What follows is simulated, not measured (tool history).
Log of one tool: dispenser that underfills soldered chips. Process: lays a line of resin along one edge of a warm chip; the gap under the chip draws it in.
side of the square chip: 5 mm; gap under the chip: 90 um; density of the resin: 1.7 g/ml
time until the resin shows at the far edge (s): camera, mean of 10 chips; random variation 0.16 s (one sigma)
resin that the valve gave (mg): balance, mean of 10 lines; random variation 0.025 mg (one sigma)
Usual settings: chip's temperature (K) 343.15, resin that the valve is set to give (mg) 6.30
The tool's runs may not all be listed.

run    day  chip's temperature (K)  resin that the valve is set to give (mg)  time until the resin shows at the far edge (s)  resin that the valve gave (mg)
  1  0.000                  343.15                                      6.30                                             6.5                            5.95
  2  0.092                  335.15                                      6.30                                            10.3                            5.89
     0.133  -- new syringe of resin
  3  0.196                  335.15                                      6.30                                             6.9                            5.98
  4  0.304                  343.15                                      6.30                                             5.5                            5.89
  5  0.467                  343.15                                      7.72                                             6.7                            7.21
     0.571  -- new syringe of resin
  6  0.654                  343.15                                      6.30                                             4.6                            5.88
  7  0.783                  343.15                                      6.30                                             5.8                            5.88
  8  0.929                  343.15                                      6.30                                             6.7                            5.83
     1.004  -- new syringe of resin
  9  1.125                  346.15                                      6.30                                             4.8                            5.83
 10  1.304                  346.15                                      6.30                                             5.7                            5.82
 11  1.392                  343.15                                      6.30                                             7.0                            5.80
     1.438  -- new syringe of resin
 12  1.588                  343.15                                      6.30                                             5.7                            5.78
 13  1.738                  343.15                                      6.30                                             6.7                            5.76
 14  1.833                  343.15                                      6.30                                             7.3                            5.75
     1.875  -- new syringe of resin
     1.917  -- dispensing valve cleaned and set on the balance
 15  2.062                  343.15                                      6.30                                             5.1                            6.31
 16  2.167                  343.15                                      6.30                                             5.9                            6.30
 17  2.279                  334.15                                      7.24                                             9.8                            7.15
     2.350  -- new syringe of resin
 18  2.392                  347.15                                      7.95                                             4.2                            7.89
 19  2.500                  347.15                                      7.95                                             4.4                            7.89
 20  2.700                  347.15                                      7.95                                             5.6                            7.90
     2.788  -- new syringe of resin
 21  2.854                  332.15                                      7.57                                             7.9                            7.48
 22  2.992                  347.15                                      6.81                                             4.5                            6.75
 23  3.108                  335.15                                      7.03                                             9.2                            6.93
     3.229  -- new syringe of resin
 24  3.262                  335.15                                      6.41                                             6.5                            6.32
 25  3.450                  343.15                                      7.32                                             5.4                            7.20
 26  3.629                  353.15                                      6.41                                             4.5                            6.26
     3.671  -- new syringe of resin
 27  3.729                  353.15                                      6.41                                             3.2                            6.29
 28  3.817                  335.15                                      6.55                                             7.6                            6.38
 29  3.929                  335.15                                      7.66                                             8.4                            7.48
     4.104  -- new syringe of resin
 30  4.129                  343.15                                      6.63                                             4.6                            6.44
 31  4.233                  337.15                                      5.89                                             6.9                            5.73
 32  4.346                  329.15                                      6.27                                            11.4                            6.11

3 ways to go on from here, each from the tool as it stands after run 32. What would each give?
  A  4.454                  343.15                                      5.90                                               ?                               ?
  B  4.454                  343.15                                      6.30                                               ?                               ?
  C  4.454                  340.15                                      7.25                                               ?                               ?

run  time until the resin shows at the far edge (s)  resin that the valve gave (mg)
  A                                             6.9                            5.69
  B                                             6.6                            6.15
  C                                             7.5                            6.97
Without the tool's hidden state the same runs would have given:
run  time until the resin shows at the far edge (s)  resin that the valve gave (mg)
  A                                             4.7                            5.88
  B                                             4.5                            6.36
  C                                             5.1                            7.22
